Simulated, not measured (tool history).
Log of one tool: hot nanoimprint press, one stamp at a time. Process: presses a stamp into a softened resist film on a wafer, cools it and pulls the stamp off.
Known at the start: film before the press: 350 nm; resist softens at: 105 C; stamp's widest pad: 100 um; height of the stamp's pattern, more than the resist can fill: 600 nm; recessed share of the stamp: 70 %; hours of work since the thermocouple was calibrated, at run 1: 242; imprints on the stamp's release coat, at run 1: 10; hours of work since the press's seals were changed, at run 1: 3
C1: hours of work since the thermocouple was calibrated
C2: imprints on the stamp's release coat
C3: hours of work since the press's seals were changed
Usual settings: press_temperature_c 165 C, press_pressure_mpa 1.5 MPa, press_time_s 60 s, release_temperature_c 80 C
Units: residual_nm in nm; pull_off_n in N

{"run": 1, "hour": 0.0, "press_temperature_c": 165, "press_pressure_mpa": 1.5, "press_time_s": 60, "release_temperature_c": 80, "C1": 242, "C2": 10, "C3": 3, "residual_nm": 188.4, "pull_off_n": 211.6}
{"run": 2, "hour": 11.2, "press_temperature_c": 165, "press_pressure_mpa": 1.5, "press_time_s": 60, "release_temperature_c": 80, "C1": 249, "C2": 35, "C3": 9, "residual_nm": 188, "pull_off_n": 212.9}
{"hour": 22.0, "done": "plate thermocouple calibrated"}
{"run": 3, "hour": 27.0, "press_temperature_c": 165, "press_pressure_mpa": 1.5, "press_time_s": 60, "release_temperature_c": 80, "C1": 3, "C2": 64, "C3": 17, "residual_nm": 182.3, "pull_off_n": 211.7}
{"run": 4, "hour": 40.8, "press_temperature_c": 165, "press_pressure_mpa": 1.5, "press_time_s": 60, "release_temperature_c": 80, "C1": 11, "C2": 95, "C3": 25, "residual_nm": 182.8, "pull_off_n": 210}
{"run": 5, "hour": 48.1, "press_temperature_c": 165, "press_pressure_mpa": 1.5, "press_time_s": 60, "release_temperature_c": 80, "C1": 15, "C2": 112, "C3": 29, "residual_nm": 182.7, "pull_off_n": 211.8}
{"run": 6, "hour": 55.9, "press_temperature_c": 170, "press_pressure_mpa": 1.5, "press_time_s": 60, "release_temperature_c": 80, "C1": 20, "C2": 129, "C3": 34, "residual_nm": 149, "pull_off_n": 212.2}
{"run": 7, "hour": 70.2, "press_temperature_c": 163, "press_pressure_mpa": 1.5, "press_time_s": 60, "release_temperature_c": 80, "C1": 28, "C2": 161, "C3": 42, "residual_nm": 198, "pull_off_n": 212.3}
{"run": 8, "hour": 79.0, "press_temperature_c": 165, "press_pressure_mpa": 1.5, "press_time_s": 60, "release_temperature_c": 80, "C1": 34, "C2": 181, "C3": 47, "residual_nm": 184.2, "pull_off_n": 215.2}
{"run": 9, "hour": 85.9, "press_temperature_c": 165, "press_pressure_mpa": 1.5, "press_time_s": 60, "release_temperature_c": 80, "C1": 38, "C2": 197, "C3": 51, "residual_nm": 183.8, "pull_off_n": 212.9}
{"run": 10, "hour": 98.0, "press_temperature_c": 165, "press_pressure_mpa": 1.5, "press_time_s": 60, "release_temperature_c": 80, "C1": 45, "C2": 224, "C3": 58, "residual_nm": 183.6, "pull_off_n": 214.5}
{"run": 11, "hour": 110.9, "press_temperature_c": 165, "press_pressure_mpa": 1.5, "press_time_s": 60, "release_temperature_c": 80, "C1": 52, "C2": 253, "C3": 66, "residual_nm": 183.2, "pull_off_n": 215.7}
{"run": 12, "hour": 125.3, "press_temperature_c": 165, "press_pressure_mpa": 1.5, "press_time_s": 60, "release_temperature_c": 84, "C1": 61, "C2": 285, "C3": 75, "residual_nm": 184.4, "pull_off_n": 200.3}
{"run": 13, "hour": 137.0, "press_temperature_c": 165, "press_pressure_mpa": 1.5, "press_time_s": 60, "release_temperature_c": 84, "C1": 68, "C2": 312, "C3": 81, "residual_nm": 184.6, "pull_off_n": 200.4}
{"run": 14, "hour": 145.0, "press_temperature_c": 170, "press_pressure_mpa": 1.5, "press_time_s": 60, "release_temperature_c": 80, "C1": 72, "C2": 330, "C3": 86, "residual_nm": 151.3, "pull_off_n": 219}
{"run": 15, "hour": 155.8, "press_temperature_c": 170, "press_pressure_mpa": 1.5, "press_time_s": 60, "release_temperature_c": 80, "C1": 79, "C2": 354, "C3": 92, "residual_nm": 150.5, "pull_off_n": 219}
{"run": 16, "hour": 166.9, "press_temperature_c": 161, "press_pressure_mpa": 1.5, "press_time_s": 37, "release_temperature_c": 79, "C1": 85, "C2": 379, "C3": 99, "residual_nm": 245.5, "pull_off_n": 225.6}
{"run": 17, "hour": 178.1, "press_temperature_c": 161, "press_pressure_mpa": 0.93, "press_time_s": 37, "release_temperature_c": 79, "C1": 92, "C2": 404, "C3": 106, "residual_nm": 283, "pull_off_n": 225.7}
{"run": 18, "hour": 189.6, "press_temperature_c": 159, "press_pressure_mpa": 1.5, "press_time_s": 48, "release_temperature_c": 66, "C1": 99, "C2": 430, "C3": 112, "residual_nm": 246, "pull_off_n": 282.6}
{"run": 19, "hour": 202.6, "press_temperature_c": 169, "press_pressure_mpa": 1.61, "press_time_s": 63, "release_temperature_c": 66, "C1": 106, "C2": 459, "C3": 120, "residual_nm": 149.7, "pull_off_n": 284.5}
{"run": 20, "hour": 215.0, "press_temperature_c": 165, "press_pressure_mpa": 1.5, "press_time_s": 85, "release_temperature_c": 80, "C1": 113, "C2": 487, "C3": 127, "residual_nm": 165.6, "pull_off_n": 224}
{"run": 21, "hour": 226.0, "press_temperature_c": 153, "press_pressure_mpa": 1.9, "press_time_s": 60, "release_temperature_c": 81, "C1": 120, "C2": 512, "C3": 134, "residual_nm": 263.2, "pull_off_n": 218.3}
{"run": 22, "hour": 240.8, "press_temperature_c": 158, "press_pressure_mpa": 1.06, "press_time_s": 33, "release_temperature_c": 71, "C1": 129, "C2": 545, "C3": 142, "residual_nm": 298.7, "pull_off_n": 266.1}
{"run": 23, "hour": 248.9, "press_temperature_c": 166, "press_pressure_mpa": 2.38, "press_time_s": 44, "release_temperature_c": 85, "C1": 133, "C2": 563, "C3": 147, "residual_nm": 157.7, "pull_off_n": 202.4}
{"run": 24, "hour": 258.7, "press_temperature_c": 166, "press_pressure_mpa": 2.38, "press_time_s": 44, "release_temperature_c": 85, "C1": 139, "C2": 585, "C3": 153, "residual_nm": 157.3, "pull_off_n": 202.4}
{"run": 25, "hour": 271.8, "press_temperature_c": 165, "press_pressure_mpa": 1.5, "press_time_s": 41, "release_temperature_c": 70, "C1": 147, "C2": 615, "C3": 161, "residual_nm": 209.2, "pull_off_n": 270.8}

Forecast each of these 3 alternatives for the next run:
{"run": "A", "hour": 285.8, "press_temperature_c": 174, "press_pressure_mpa": 1.5, "press_time_s": 31, "release_temperature_c": 74, "C1": 155, "C2": 646, "C3": 169, "residual_nm": "?", "pull_off_n": "?"}
{"run": "B", "hour": 285.8, "press_temperature_c": 165, "press_pressure_mpa": 2.03, "press_time_s": 60, "release_temperature_c": 75, "C1": 155, "C2": 646, "C3": 169, "residual_nm": "?", "pull_off_n": "?"}
{"run": "C", "hour": 285.8, "press_temperature_c": 165, "press_pressure_mpa": 1.72, "press_time_s": 60, "release_temperature_c": 80, "C1": 155, "C2": 646, "C3": 169, "residual_nm": "?", "pull_off_n": "?"}

run=A residual_nm=163.3 pull_off_n=254.9
run=B residual_nm=162 pull_off_n=249.1
run=C residual_nm=175.7 pull_off_n=228.8
Without the tool's hidden state the same runs would have given:
run=A residual_nm=159.6 pull_off_n=234.4
run=B residual_nm=157.8 pull_off_n=229.1
run=C residual_nm=171.4 pull_off_n=210.3
